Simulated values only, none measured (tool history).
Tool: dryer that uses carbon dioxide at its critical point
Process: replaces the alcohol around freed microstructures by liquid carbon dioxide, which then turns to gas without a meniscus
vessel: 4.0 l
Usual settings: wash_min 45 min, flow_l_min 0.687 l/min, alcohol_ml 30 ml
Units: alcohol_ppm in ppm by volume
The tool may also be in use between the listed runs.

run     day  wash_min  flow_l_min  alcohol_ml  alcohol_ppm
  1   0.000        45       0.687          30           99
  2   0.512        45       0.687          30           89
  3   1.467        45       0.687          30          105
  4   2.604        45       0.687          30          107
  5   3.275        45       0.687          30          102
      4.142  -- purifier's bed changed
  6   4.371        45       0.687          53           57
  7   5.329        45       0.687          30           31
  8   6.008        45       0.687          30           41
  9   6.571        45       0.687          44           57
 10   7.658        51       0.687          44           30
 11   8.571        51       0.687          44           27
 12   9.129        51       0.687          44           36
 13  10.112        51       0.687          44           30
 14  11.050        45       0.601          30           79
 15  12.025        45       0.601          30           89
 16  12.675        45       0.601          30           91
 17  13.558        41       1.085          79           24
 18  14.404        31       1.085          49           53
 19  15.379        68       0.687          29           17
 20  16.508        62       0.582          86           63
 21  17.333        55       0.537          21           63
 22  18.058        45       1.003          42           32
 23  19.062        45       1.003          42           37

Run 24 comes next. What will it give?
 24  20.125        47       0.800          30            ?

alcohol_ppm: 42 ppm by volume
Without the tool's hidden state the same run would have given alcohol_ppm 14 ppm by volume.
